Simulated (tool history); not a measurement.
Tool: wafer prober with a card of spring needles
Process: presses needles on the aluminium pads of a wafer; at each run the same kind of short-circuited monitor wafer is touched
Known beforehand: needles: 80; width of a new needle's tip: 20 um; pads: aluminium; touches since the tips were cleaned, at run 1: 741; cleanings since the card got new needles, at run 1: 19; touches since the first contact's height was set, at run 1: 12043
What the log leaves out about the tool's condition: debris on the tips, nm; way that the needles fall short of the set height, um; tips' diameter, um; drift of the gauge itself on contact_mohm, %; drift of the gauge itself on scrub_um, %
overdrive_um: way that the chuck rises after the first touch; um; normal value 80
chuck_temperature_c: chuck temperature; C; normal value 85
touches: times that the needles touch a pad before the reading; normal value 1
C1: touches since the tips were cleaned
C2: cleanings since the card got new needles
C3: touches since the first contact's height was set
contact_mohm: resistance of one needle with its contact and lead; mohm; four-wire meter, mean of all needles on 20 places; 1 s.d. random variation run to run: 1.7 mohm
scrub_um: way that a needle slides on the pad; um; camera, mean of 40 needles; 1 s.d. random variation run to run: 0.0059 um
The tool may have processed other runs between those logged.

run 1 day=0 | overdrive_um=80 chuck_temperature_c=85 touches=1 | C1=741 C2=19 C3=12043 | contact_mohm=226 scrub_um=10.943
run 2 day=0.229 | overdrive_um=80 chuck_temperature_c=85 touches=1 | C1=3099 C2=19 C3=14401 | contact_mohm=240 scrub_um=10.945
-- day=0.375 tips cleaned on abrasive film
run 3 day=0.483 | overdrive_um=80 chuck_temperature_c=85 touches=1 | C1=1101 C2=20 C3=16994 | contact_mohm=231 scrub_um=10.941
-- day=0.817 tips cleaned on abrasive film
run 4 day=0.95 | overdrive_um=80 chuck_temperature_c=85 touches=1 | C1=1402 C2=21 C3=21818 | contact_mohm=231 scrub_um=10.937
-- day=1.275 tips cleaned on abrasive film
run 5 day=1.433 | overdrive_um=80 chuck_temperature_c=85 touches=1 | C1=1631 C2=22 C3=26792 | contact_mohm=236 scrub_um=10.921
run 6 day=1.675 | overdrive_um=80 chuck_temperature_c=85 touches=1 | C1=4135 C2=22 C3=29296 | contact_mohm=246 scrub_um=10.914
-- day=1.742 tips cleaned on abrasive film
run 7 day=2.138 | overdrive_um=80 chuck_temperature_c=85 touches=1 | C1=4120 C2=23 C3=34059 | contact_mohm=248 scrub_um=10.919
-- day=2.212 tips cleaned on abrasive film
run 8 day=2.546 | overdrive_um=80 chuck_temperature_c=85 touches=1 | C1=3441 C2=24 C3=38219 | contact_mohm=239 scrub_um=10.912
-- day=2.667 tips cleaned on abrasive film
run 9 day=3.054 | overdrive_um=80 chuck_temperature_c=85 touches=1 | C1=3980 C2=25 C3=43446 | contact_mohm=247 scrub_um=10.896
-- day=3.133 tips cleaned on abrasive film
run 10 day=3.425 | overdrive_um=80 chuck_temperature_c=85 touches=1 | C1=3039 C2=26 C3=47287 | contact_mohm=238 scrub_um=10.907
-- day=3.608 tips cleaned on abrasive film
run 11 day=3.933 | overdrive_um=80 chuck_temperature_c=85 touches=1 | C1=3388 C2=27 C3=52513 | contact_mohm=243 scrub_um=10.891
-- day=4.071 tips cleaned on abrasive film
run 12 day=4.342 | overdrive_um=80 chuck_temperature_c=85 touches=1 | C1=2797 C2=28 C3=56689 | contact_mohm=239 scrub_um=10.875
-- day=4.525 tips cleaned on abrasive film
run 13 day=4.888 | overdrive_um=80 chuck_temperature_c=85 touches=1 | C1=3777 C2=29 C3=62321 | contact_mohm=243 scrub_um=10.863
-- day=4.979 tips cleaned on abrasive film
run 14 day=5.142 | overdrive_um=80 chuck_temperature_c=85 touches=1 | C1=1680 C2=30 C3=64921 | contact_mohm=234 scrub_um=10.86
-- day=5.45 tips cleaned on abrasive film
run 15 day=5.617 | overdrive_um=80 chuck_temperature_c=85 touches=1 | C1=1696 C2=31 C3=69778 | contact_mohm=234 scrub_um=10.87
-- day=5.929 tips cleaned on abrasive film
run 16 day=6.042 | overdrive_um=80 chuck_temperature_c=85 touches=1 | C1=1202 C2=32 C3=74173 | contact_mohm=231 scrub_um=10.852
run 17 day=6.338 | overdrive_um=80 chuck_temperature_c=85 touches=1 | C1=4262 C2=32 C3=77233 | contact_mohm=244 scrub_um=10.857
-- day=6.383 tips cleaned on abrasive film
run 18 day=6.767 | overdrive_um=80 chuck_temperature_c=85 touches=1 | C1=3987 C2=33 C3=81632 | contact_mohm=249 scrub_um=10.845
-- day=6.833 tips cleaned on abrasive film
-- day=7.067 height of the first contact set anew
run 19 day=7.196 | overdrive_um=80 chuck_temperature_c=85 touches=1 | C1=3630 C2=34 C3=1310 | contact_mohm=244 scrub_um=10.977
-- day=7.325 tips cleaned on abrasive film
run 20 day=7.504 | overdrive_um=80 chuck_temperature_c=85 touches=1 | C1=1839 C2=35 C3=4465 | contact_mohm=234 scrub_um=10.973
-- day=7.775 tips cleaned on abrasive film
run 21 day=7.775 | overdrive_um=89 chuck_temperature_c=91 touches=1 | C1=0 C2=36 C3=7229 | contact_mohm=226 scrub_um=12.196
-- day=8.246 tips cleaned on abrasive film
run 22 day=8.308 | overdrive_um=86 chuck_temperature_c=84 touches=1 | C1=634 C2=37 C3=12726 | contact_mohm=223 scrub_um=11.778
run 23 day=8.546 | overdrive_um=72 chuck_temperature_c=60 touches=1 | C1=3126 C2=37 C3=15218 | contact_mohm=245 scrub_um=9.852
-- day=8.688 tips cleaned on abrasive film
run 24 day=8.875 | overdrive_um=90 chuck_temperature_c=85 touches=1 | C1=1956 C2=38 C3=18586 | contact_mohm=234 scrub_um=12.331
-- day=9.142 tips cleaned on abrasive film
run 25 day=9.142 | overdrive_um=75 chuck_temperature_c=111 touches=2 | C1=0 C2=39 C3=21292 | contact_mohm=231 scrub_um=10.25
run 26 day=9.454 | overdrive_um=75 chuck_temperature_c=111 touches=2 | C1=3245 C2=39 C3=24537 | contact_mohm=238 scrub_um=10.259
-- day=9.621 tips cleaned on abrasive film
run 27 day=9.804 | overdrive_um=75 chuck_temperature_c=111 touches=2 | C1=1899 C2=40 C3=28131 | contact_mohm=237 scrub_um=10.254

Expected results for the next run?
-- day=10.092 tips cleaned on abrasive film
run 28 day=10.167 | overdrive_um=80 chuck_temperature_c=57 touches=1 | C1=780 C2=41 C3=31830 | contact_mohm=? scrub_um=?

{"run 28": {"contact_mohm": 222, "scrub_um": 10.922}}
With the hidden condition absent and the run-to-run variation left alone, this run would have shown contact_mohm 213 mohm, scrub_um 10.973 um.
